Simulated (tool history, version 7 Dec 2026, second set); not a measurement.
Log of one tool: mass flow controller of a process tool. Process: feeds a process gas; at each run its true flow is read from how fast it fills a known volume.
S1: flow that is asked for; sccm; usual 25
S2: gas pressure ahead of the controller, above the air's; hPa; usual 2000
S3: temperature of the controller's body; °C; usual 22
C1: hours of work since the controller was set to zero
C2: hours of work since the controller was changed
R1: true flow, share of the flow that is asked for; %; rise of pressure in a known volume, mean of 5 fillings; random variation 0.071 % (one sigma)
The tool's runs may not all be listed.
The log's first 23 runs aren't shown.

run	hour	S1	S2	S3	C1	C2	R1
24	2315.3	23	1460	23	1813	1813	100.86
25	2417.9	23	1460	23	1892	1892	100.94
26	2496.7	23	1460	23	1952	1952	100.81
27	2574.7	9	1460	23	2012	2012	102.21
28	2672.3	27	2670	25	2087	2087	101.29
29	2734.7	8	1830	26	2135	2135	102.77
30	2835.2	29	1630	23	2212	2212	100.99
31	2947.7	29	1630	23	2298	2298	101.02
32	3058.2	17	2180	25	2383	2383	101.73
33	3181.5	17	2180	25	2477	2477	101.76
34	3304.7	5	1450	37	2572	2572	105.28
35	3364.4	25	2740	29	2617	2617	101.65
36	3446.8	10	2790	33	2680	2680	103.20
37	3554.2	38	2230	33	2763	2763	101.54
38	3656.8	38	2230	33	2841	2841	101.54
39	3775.8	37	2340	31	2933	2933	101.60
40	3881.0	25	2450	39	3013	3013	102.03
41	3947.1	47	2230	26	3064	3064	101.42

4 ways to go on from here, each from the tool as it stands after run 41. What would each give?
A	4056.2	24	1780	22	3148	3148	?
B	4056.2	47	1850	26	3148	3148	?
C	4056.2	11	2230	26	3148	3148	?
D	4056.2	6	2110	25	3148	3148	?

run	R1
A	101.79
B	101.39
C	103.44
D	105.45
Without the tool's hidden state the same runs would have given:
run	R1
A	99.72
B	99.92
C	99.91
D	99.69
